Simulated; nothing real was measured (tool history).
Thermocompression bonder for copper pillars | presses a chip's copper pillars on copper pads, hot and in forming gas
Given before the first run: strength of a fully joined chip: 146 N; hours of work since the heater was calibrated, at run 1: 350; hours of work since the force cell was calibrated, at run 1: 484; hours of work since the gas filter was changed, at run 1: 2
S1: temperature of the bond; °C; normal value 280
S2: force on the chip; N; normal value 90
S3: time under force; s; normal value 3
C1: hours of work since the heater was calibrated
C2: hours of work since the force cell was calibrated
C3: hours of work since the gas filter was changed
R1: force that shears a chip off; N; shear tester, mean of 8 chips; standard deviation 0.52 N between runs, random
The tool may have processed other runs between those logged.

run   hour   S1   S2  S3   C1   C2   C3    R1
  1    0.0  280   90   3  350  484    2  52.0
  2   42.6  280   90   3  381  516   33  52.6
  3  105.3  280   90   3  428  562   80  52.8
  4  159.5  280   90   5  468  602  120  64.2
  5  207.1  280   90   8  503  638  155  75.8
  6  248.8  280   90   3  534  668  186  52.9
  7  315.5  260  117   5  583  718  235  63.1
  8  360.3  260  117   5  616  751  269  64.2
  9  388.9  260  117   6  638  772  290  68.0
 10  426.7  272   93   4  666  800  318  53.9
 11  459.4  282   72   7  690  824  342  58.6
 12  514.9  265   90   3  731  865  383  41.8

Predict each of these 3 candidate next runs independently; none follows another, all start after run 12:
  A  548.4  296  126   3  756  890  408   ?
  B  548.4  268   90   3  756  890  408   ?
  C  548.4  295   74   2  756  890  408   ?

run    R1
  A  90.3
  B  42.5
  C  43.8
What these runs would have given with no unlogged condition in the tool:
run    R1
  A  90.7
  B  42.7
  C  44.0
